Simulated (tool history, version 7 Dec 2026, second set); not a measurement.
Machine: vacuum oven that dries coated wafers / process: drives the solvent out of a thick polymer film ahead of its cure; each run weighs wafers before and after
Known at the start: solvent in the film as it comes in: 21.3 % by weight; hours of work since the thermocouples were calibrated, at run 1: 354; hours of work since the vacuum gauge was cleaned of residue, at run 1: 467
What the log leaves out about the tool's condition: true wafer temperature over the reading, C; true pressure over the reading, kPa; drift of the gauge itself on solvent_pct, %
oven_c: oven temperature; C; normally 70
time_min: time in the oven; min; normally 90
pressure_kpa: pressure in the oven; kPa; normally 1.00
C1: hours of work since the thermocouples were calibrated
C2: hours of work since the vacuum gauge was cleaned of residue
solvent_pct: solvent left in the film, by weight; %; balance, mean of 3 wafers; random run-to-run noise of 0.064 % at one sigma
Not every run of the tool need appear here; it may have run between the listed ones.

Run 1, hour 0.0: usual settings; C1 354; C2 467. Result: solvent_pct 4.50 %.
Run 2, hour 28.6: usual settings; C1 372; C2 485. Result: solvent_pct 4.50 %.
Run 3, hour 52.2: usual settings; C1 386; C2 499. Result: solvent_pct 4.67 %.
Run 4, hour 93.6: usual settings but oven_c 65 C; C1 412; C2 525. Result: solvent_pct 5.92 %.
Run 5, hour 115.0: usual settings; C1 425; C2 538. Result: solvent_pct 4.58 %.
Run 6, hour 140.6: usual settings but time_min 152 min; C1 441; C2 554. Result: solvent_pct 2.18 %.
Run 7, hour 164.8: usual settings but time_min 144 min; C1 456; C2 569. Result: solvent_pct 2.29 %.
Run 8, hour 206.4: usual settings but time_min 144 min; C1 482; C2 595. Result: solvent_pct 2.34 %.
Run 9, hour 232.8: usual settings but time_min 63 min; C1 499; C2 612. Result: solvent_pct 6.55 %.
Run 10, hour 268.8: usual settings but pressure_kpa 1.67 kPa; C1 521; C2 634. Result: solvent_pct 4.97 %.
Run 11, hour 312.1: usual settings but pressure_kpa 1.67 kPa; C1 548; C2 661. Result: solvent_pct 4.98 %.
Run 12, hour 331.8: usual settings but pressure_kpa 1.67 kPa; C1 561; C2 674. Result: solvent_pct 4.89 %.
Run 13, hour 362.7: usual settings but pressure_kpa 0.98 kPa; C1 580; C2 693. Result: solvent_pct 4.56 %.
Run 14, hour 381.4: usual settings but oven_c 75 C, time_min 46 min, pressure_kpa 3.46 kPa; C1 591; C2 704. Result: solvent_pct 8.01 %.
Run 15, hour 423.2: usual settings but oven_c 75 C, time_min 109 min, pressure_kpa 3.70 kPa; C1 617; C2 730. Result: solvent_pct 3.72 %.
Run 16, hour 465.0: usual settings but oven_c 61 C, time_min 63 min, pressure_kpa 1.16 kPa; C1 643; C2 756. Result: solvent_pct 9.38 %.
Run 17, hour 503.4: usual settings but oven_c 61 C, time_min 48 min, pressure_kpa 1.16 kPa; C1 667; C2 780. Result: solvent_pct 10.78 %.

Forecast run 18:
Run 18, hour 534.8: usual settings but oven_c 61 C, time_min 45 min, pressure_kpa 1.16 kPa; C1 687; C2 800. Result: solvent_pct ?.

For run 18 the tool returned solvent_pct 11.21 %.
If the tool had no hidden condition, the same run with the same run-to-run variation would have returned solvent_pct 11.20 %.
